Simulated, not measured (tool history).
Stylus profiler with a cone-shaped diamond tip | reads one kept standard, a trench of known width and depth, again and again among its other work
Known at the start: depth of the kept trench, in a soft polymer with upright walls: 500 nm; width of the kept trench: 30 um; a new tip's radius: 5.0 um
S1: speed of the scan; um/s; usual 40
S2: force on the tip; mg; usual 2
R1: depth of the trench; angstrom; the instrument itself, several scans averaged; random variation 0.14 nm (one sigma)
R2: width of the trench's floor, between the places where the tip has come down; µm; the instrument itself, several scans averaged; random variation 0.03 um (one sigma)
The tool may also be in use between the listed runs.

run	hour	S1	S2	R1	R2
1	0	40	2	4995.8	23.12
# hour 40.2: new tip fitted, height scale calibrated
2	53.5	40	2.11	5026.2	25.42
3	86.9	40	2	5027.4	25.39
4	115.5	40	4.29	5041.3	25.44
5	159.7	40	4.29	5040.7	25.37
6	214.5	40	4.29	5041.1	25.36
7	267.3	40	4.29	5040.2	25.29
8	294.3	40	4.29	5039.3	25.28
9	325.2	40	2.24	5023.4	25.15
10	350.8	41	2.24	5025.7	25.19
# hour 355.6: height scale calibrated on a step standard
11	406.9	41	2.24	5022.8	25.09
12	453.6	41	0.86	5008.1	24.98
13	494.1	136	1.95	5018.1	24.63
14	519.1	136	1.95	5018	24.63
15	553.5	136	1.95	5018.4	24.6
16	577.7	151	1.95	5016.4	24.46
17	626.9	151	1.95	5016.8	24.41
# hour 668.9: height scale calibrated on a step standard, once more
18	679.1	151	1.95	5023.4	24.41
19	718.1	151	1.95	5024.4	24.37
20	750	40	1.14	5016	24.81
21	787.4	28	5.43	5045.5	24.85
22	817.7	28	0.87	5011	24.72
23	840.2	28	0.87	5011.9	24.73
24	864.1	28	0.87	5011.2	24.74

3 ways to go on from here, each from the tool as it stands after run 24. What would each give?
A	900.8	50	0.75	?	?
B	900.8	116	1.62	?	?
C	900.8	10	0.88	?	?

run	R1	R2
A	5011.1	24.53
B	5018.9	24.34
C	5012.4	24.77
Without the tool's hidden state the same runs would have given:
run	R1	R2
A	5013.6	25.3
B	5021.3	25.11
C	5014.9	25.55
